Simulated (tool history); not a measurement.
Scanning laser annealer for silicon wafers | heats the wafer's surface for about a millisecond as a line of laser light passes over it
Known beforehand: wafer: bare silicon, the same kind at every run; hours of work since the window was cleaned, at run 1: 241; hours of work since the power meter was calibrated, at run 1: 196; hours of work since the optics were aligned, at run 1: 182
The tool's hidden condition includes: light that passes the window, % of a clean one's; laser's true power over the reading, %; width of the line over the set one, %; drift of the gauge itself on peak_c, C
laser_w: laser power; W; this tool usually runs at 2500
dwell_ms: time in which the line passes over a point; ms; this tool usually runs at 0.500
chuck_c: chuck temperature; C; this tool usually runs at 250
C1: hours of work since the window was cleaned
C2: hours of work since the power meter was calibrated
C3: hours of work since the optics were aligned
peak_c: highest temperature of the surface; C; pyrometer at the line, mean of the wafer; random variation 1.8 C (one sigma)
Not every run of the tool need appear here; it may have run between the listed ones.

{"run": 1, "day": 0.0, "laser_w": 2500, "dwell_ms": 0.5, "chuck_c": 250, "C1": 241, "C2": 196, "C3": 182, "peak_c": 932}
{"run": 2, "day": 0.467, "laser_w": 2500, "dwell_ms": 0.5, "chuck_c": 250, "C1": 249, "C2": 204, "C3": 190, "peak_c": 929}
{"run": 3, "day": 0.792, "laser_w": 2500, "dwell_ms": 0.5, "chuck_c": 250, "C1": 255, "C2": 210, "C3": 196, "peak_c": 935}
{"run": 4, "day": 1.125, "laser_w": 2500, "dwell_ms": 0.5, "chuck_c": 250, "C1": 261, "C2": 216, "C3": 202, "peak_c": 929}
{"run": 5, "day": 1.388, "laser_w": 2500, "dwell_ms": 0.5, "chuck_c": 250, "C1": 265, "C2": 220, "C3": 206, "peak_c": 931}
{"run": 6, "day": 1.696, "laser_w": 2260, "dwell_ms": 0.5, "chuck_c": 250, "C1": 270, "C2": 225, "C3": 211, "peak_c": 859}
{"run": 7, "day": 2.171, "laser_w": 2260, "dwell_ms": 0.5, "chuck_c": 250, "C1": 279, "C2": 233, "C3": 219, "peak_c": 863}
{"run": 8, "day": 2.583, "laser_w": 2258, "dwell_ms": 0.5, "chuck_c": 250, "C1": 286, "C2": 240, "C3": 226, "peak_c": 860}
{"run": 9, "day": 3.021, "laser_w": 2258, "dwell_ms": 0.5, "chuck_c": 250, "C1": 293, "C2": 248, "C3": 234, "peak_c": 859}
{"run": 10, "day": 3.404, "laser_w": 2500, "dwell_ms": 0.5, "chuck_c": 250, "C1": 300, "C2": 255, "C3": 240, "peak_c": 925}
{"run": 11, "day": 3.629, "laser_w": 2500, "dwell_ms": 0.5, "chuck_c": 250, "C1": 304, "C2": 258, "C3": 244, "peak_c": 929}
{"run": 12, "day": 4.067, "laser_w": 2500, "dwell_ms": 0.5, "chuck_c": 250, "C1": 311, "C2": 266, "C3": 252, "peak_c": 929}
{"run": 13, "day": 4.296, "laser_w": 2500, "dwell_ms": 0.5, "chuck_c": 250, "C1": 315, "C2": 270, "C3": 256, "peak_c": 927}
{"run": 14, "day": 4.504, "laser_w": 2500, "dwell_ms": 0.5, "chuck_c": 250, "C1": 319, "C2": 273, "C3": 259, "peak_c": 927}
{"run": 15, "day": 4.896, "laser_w": 2500, "dwell_ms": 0.5, "chuck_c": 214, "C1": 325, "C2": 280, "C3": 266, "peak_c": 886}
{"run": 16, "day": 5.217, "laser_w": 2500, "dwell_ms": 0.5, "chuck_c": 283, "C1": 331, "C2": 286, "C3": 272, "peak_c": 954}
{"run": 17, "day": 5.717, "laser_w": 2500, "dwell_ms": 0.5, "chuck_c": 283, "C1": 339, "C2": 294, "C3": 280, "peak_c": 957}
{"run": 18, "day": 5.979, "laser_w": 2500, "dwell_ms": 0.5, "chuck_c": 283, "C1": 344, "C2": 299, "C3": 285, "peak_c": 954}
{"run": 19, "day": 6.471, "laser_w": 2437, "dwell_ms": 0.5, "chuck_c": 250, "C1": 352, "C2": 307, "C3": 293, "peak_c": 907}
{"run": 20, "day": 6.729, "laser_w": 2437, "dwell_ms": 0.5, "chuck_c": 250, "C1": 357, "C2": 312, "C3": 297, "peak_c": 906}
{"run": 21, "day": 7.0, "laser_w": 2437, "dwell_ms": 0.365, "chuck_c": 260, "C1": 361, "C2": 316, "C3": 302, "peak_c": 824}
{"run": 22, "day": 7.429, "laser_w": 2437, "dwell_ms": 0.365, "chuck_c": 260, "C1": 369, "C2": 323, "C3": 309, "peak_c": 824}
{"run": 23, "day": 7.646, "laser_w": 2500, "dwell_ms": 0.459, "chuck_c": 277, "C1": 372, "C2": 327, "C3": 313, "peak_c": 922}
{"run": 24, "day": 8.038, "laser_w": 2573, "dwell_ms": 0.5, "chuck_c": 220, "C1": 379, "C2": 334, "C3": 320, "peak_c": 913}
{"run": 25, "day": 8.542, "laser_w": 2500, "dwell_ms": 0.508, "chuck_c": 236, "C1": 388, "C2": 342, "C3": 328, "peak_c": 912}
{"run": 26, "day": 8.871, "laser_w": 2408, "dwell_ms": 0.43, "chuck_c": 285, "C1": 393, "C2": 348, "C3": 334, "peak_c": 886}
{"day": 9.225, "done": "window over the wafer cleaned"}
{"run": 27, "day": 9.404, "laser_w": 2408, "dwell_ms": 0.43, "chuck_c": 285, "C1": 3, "C2": 356, "C3": 342, "peak_c": 909}
{"run": 28, "day": 9.662, "laser_w": 2351, "dwell_ms": 0.5, "chuck_c": 264, "C1": 8, "C2": 360, "C3": 346, "peak_c": 913}
{"run": 29, "day": 10.067, "laser_w": 2500, "dwell_ms": 0.5, "chuck_c": 289, "C1": 14, "C2": 367, "C3": 353, "peak_c": 983}
{"run": 30, "day": 10.446, "laser_w": 2430, "dwell_ms": 0.505, "chuck_c": 261, "C1": 21, "C2": 374, "C3": 360, "peak_c": 938}
{"run": 31, "day": 10.858, "laser_w": 2716, "dwell_ms": 0.356, "chuck_c": 265, "C1": 28, "C2": 381, "C3": 367, "peak_c": 909}
{"run": 32, "day": 11.196, "laser_w": 2630, "dwell_ms": 0.5, "chuck_c": 219, "C1": 34, "C2": 387, "C3": 372, "peak_c": 949}

What will run 33 give?
{"run": 33, "day": 11.488, "laser_w": 2327, "dwell_ms": 0.455, "chuck_c": 284, "C1": 39, "C2": 391, "C3": 377, "peak_c": "?"}

{"run 33": {"peak_c": 896}}
Minus the tool's unlogged condition, the same run would have read peak_c 904 C.

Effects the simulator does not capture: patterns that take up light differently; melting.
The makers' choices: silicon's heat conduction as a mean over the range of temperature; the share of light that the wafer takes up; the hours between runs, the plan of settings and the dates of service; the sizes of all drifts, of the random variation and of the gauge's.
